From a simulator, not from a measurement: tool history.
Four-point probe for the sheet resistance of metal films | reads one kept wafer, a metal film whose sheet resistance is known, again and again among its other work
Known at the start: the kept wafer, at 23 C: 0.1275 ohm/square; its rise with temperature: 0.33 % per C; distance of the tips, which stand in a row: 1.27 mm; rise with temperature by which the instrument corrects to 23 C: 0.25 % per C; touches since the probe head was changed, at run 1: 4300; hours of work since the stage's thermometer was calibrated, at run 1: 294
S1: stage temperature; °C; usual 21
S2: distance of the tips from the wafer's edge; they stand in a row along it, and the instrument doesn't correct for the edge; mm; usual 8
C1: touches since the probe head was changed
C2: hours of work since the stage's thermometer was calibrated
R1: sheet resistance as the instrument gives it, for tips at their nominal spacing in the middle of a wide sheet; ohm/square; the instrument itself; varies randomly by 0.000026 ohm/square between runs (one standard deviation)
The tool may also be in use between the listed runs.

run	hour	S1	S2	C1	C2	R1
1	0	21	8	4300	294	0.128894
2	51.8	21	8	5700	316	0.128861
3	96.9	21	8	6919	335	0.128847
4	141	21	8	8112	353	0.128822
5	181.8	21	8	9215	370	0.128826
6	215.9	21	8	10137	385	0.128843
7	272	21	11	11653	408	0.127998
8	330.3	21	11	13229	433	0.127999
9	388.1	20	14	14791	457	0.127531
10	419.5	33	7	15640	470	0.13051
11	483.5	24	8	17368	497	0.129032
12	527.2	24	8	18549	515	0.129065
13	587.8	31	16	20188	541	0.128454
14	649.6	22	3	21858	567	0.138165
15	686.8	22	3	22862	582	0.138115
16	749	32	8	24544	608	0.129783

5 ways to go on from here, each from the tool as it stands after run 16. What would each give?
A	795.2	21	3	25795	628	?
B	795.2	22	68	25795	628	?
C	795.2	21	64	25795	628	?
D	795.2	32	8	25795	628	?
E	795.2	25	3	25795	628	?

run	R1
A	0.13804
B	0.127107
C	0.126946
D	0.129781
E	0.138524
Stripped of hidden state, with their random variation kept, the same runs would have yielded:
run	R1
A	0.138409
B	0.127449
C	0.127288
D	0.130133
E	0.138895

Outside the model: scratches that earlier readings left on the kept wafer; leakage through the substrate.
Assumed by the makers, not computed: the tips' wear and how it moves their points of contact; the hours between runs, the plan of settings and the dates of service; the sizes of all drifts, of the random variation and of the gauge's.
